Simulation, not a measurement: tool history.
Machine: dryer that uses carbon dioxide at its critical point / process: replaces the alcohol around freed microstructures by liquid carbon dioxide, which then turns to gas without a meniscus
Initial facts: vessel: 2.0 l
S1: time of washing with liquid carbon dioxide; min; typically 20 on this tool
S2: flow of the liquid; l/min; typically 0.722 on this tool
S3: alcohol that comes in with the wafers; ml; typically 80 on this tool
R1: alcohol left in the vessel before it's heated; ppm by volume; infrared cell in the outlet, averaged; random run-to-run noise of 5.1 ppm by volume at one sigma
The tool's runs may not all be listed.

run 1 hour=0 | S1=20 S2=0.722 S3=80 | R1=95
run 2 hour=7.4 | S1=20 S2=0.722 S3=80 | R1=95
run 3 hour=18.3 | S1=20 S2=0.722 S3=80 | R1=107
run 4 hour=27.6 | S1=13 S2=0.722 S3=80 | R1=699
run 5 hour=37.5 | S1=13 S2=0.722 S3=80 | R1=697
run 6 hour=52.3 | S1=13 S2=0.722 S3=80 | R1=711
run 7 hour=63.7 | S1=20 S2=0.722 S3=55 | R1=88
run 8 hour=78.1 | S1=20 S2=0.722 S3=55 | R1=93
run 9 hour=93.6 | S1=20 S2=0.722 S3=55 | R1=90
run 10 hour=100.5 | S1=21 S2=0.97 S3=118 | R1=34
run 11 hour=110.5 | S1=29 S2=0.957 S3=58 | R1=37
run 12 hour=118.1 | S1=28 S2=0.449 S3=87 | R1=320
run 13 hour=128.4 | S1=28 S2=0.449 S3=87 | R1=303
run 14 hour=138.1 | S1=27 S2=0.508 S3=103 | R1=245
run 15 hour=153.2 | S1=21 S2=1.15 S3=80 | R1=37
run 16 hour=167.1 | S1=19 S2=0.523 S3=43 | R1=453
run 17 hour=181.2 | S1=17 S2=0.833 S3=80 | R1=153
run 18 hour=192.4 | S1=17 S2=0.833 S3=80 | R1=156

Forecast each of these 4 alternatives for the next run:
run A hour=204.4 | S1=20 S2=0.722 S3=74 | R1=?
run B hour=204.4 | S1=15 S2=0.439 S3=100 | R1=?
run C hour=204.4 | S1=26 S2=0.696 S3=80 | R1=?
run D hour=204.4 | S1=20 S2=0.875 S3=23 | R1=?

run=A R1=143
run=B R1=3925
run=C R1=51
run=D R1=44
Had the tool no hidden state, the same runs would have come out as:
run=A R1=59
run=B R1=2901
run=C R1=5
run=D R1=9
